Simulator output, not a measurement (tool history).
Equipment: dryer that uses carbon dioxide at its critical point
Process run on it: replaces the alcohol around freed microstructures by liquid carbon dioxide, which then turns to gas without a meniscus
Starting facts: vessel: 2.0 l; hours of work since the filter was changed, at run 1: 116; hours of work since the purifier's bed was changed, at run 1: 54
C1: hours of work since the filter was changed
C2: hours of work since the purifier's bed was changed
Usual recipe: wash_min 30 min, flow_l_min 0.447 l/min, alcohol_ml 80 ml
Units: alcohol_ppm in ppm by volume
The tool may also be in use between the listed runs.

Run 1, hour 0: usual settings; C1 116; C2 54. Result: alcohol_ppm 238 ppm by volume.
Run 2, hour 9.7: usual settings; C1 122; C2 60. Result: alcohol_ppm 234 ppm by volume.
Run 3, hour 15.3: usual settings but wash_min 41 min; C1 126; C2 64. Result: alcohol_ppm 63 ppm by volume.
Run 4, hour 24.2: usual settings but wash_min 41 min; C1 131; C2 69. Result: alcohol_ppm 61 ppm by volume.
Run 5, hour 31.9: usual settings; C1 136; C2 74. Result: alcohol_ppm 252 ppm by volume.
Run 6, hour 36.8: usual settings but wash_min 20 min; C1 139; C2 77. Result: alcohol_ppm 1266 ppm by volume.
Run 7, hour 42.4: usual settings but wash_min 20 min; C1 143; C2 81. Result: alcohol_ppm 1271 ppm by volume.
Run 8, hour 47.2: usual settings but wash_min 20 min; C1 146; C2 84. Result: alcohol_ppm 1258 ppm by volume.
Run 9, hour 54.8: usual settings but wash_min 36 min, flow_l_min 0.43 l/min, alcohol_ml 28 ml; C1 151; C2 88. Result: alcohol_ppm 69 ppm by volume.
Run 10, hour 61.1: usual settings but wash_min 36 min, flow_l_min 0.43 l/min, alcohol_ml 28 ml; C1 155; C2 92. Result: alcohol_ppm 77 ppm by volume.
Run 11, hour 66.5: usual settings but wash_min 36 min, flow_l_min 0.43 l/min, alcohol_ml 28 ml; C1 158; C2 96. Result: alcohol_ppm 69 ppm by volume.
Run 12, hour 72.5: usual settings but flow_l_min 0.397 l/min, alcohol_ml 64 ml; C1 162; C2 100. Result: alcohol_ppm 380 ppm by volume.
Run 13, hour 80.9: usual settings but wash_min 39 min, flow_l_min 0.519 l/min; C1 167; C2 105. Result: alcohol_ppm 58 ppm by volume.
Run 14, hour 90.2: usual settings but wash_min 33 min, flow_l_min 0.647 l/min, alcohol_ml 106 ml; C1 173; C2 111. Result: alcohol_ppm 65 ppm by volume.
Run 15, hour 100.3: usual settings but wash_min 33 min, flow_l_min 0.647 l/min, alcohol_ml 106 ml; C1 179; C2 117. Result: alcohol_ppm 62 ppm by volume.

For run 16, what comes out?
Run 16, hour 107: usual settings but wash_min 33 min, flow_l_min 0.647 l/min, alcohol_ml 106 ml; C1 183; C2 121. Result: alcohol_ppm ?.

Run 16 came out at alcohol_ppm 56 ppm by volume.
Were there no unlogged condition in the tool, this run, its random variation unchanged, would have produced alcohol_ppm 7 ppm by volume.
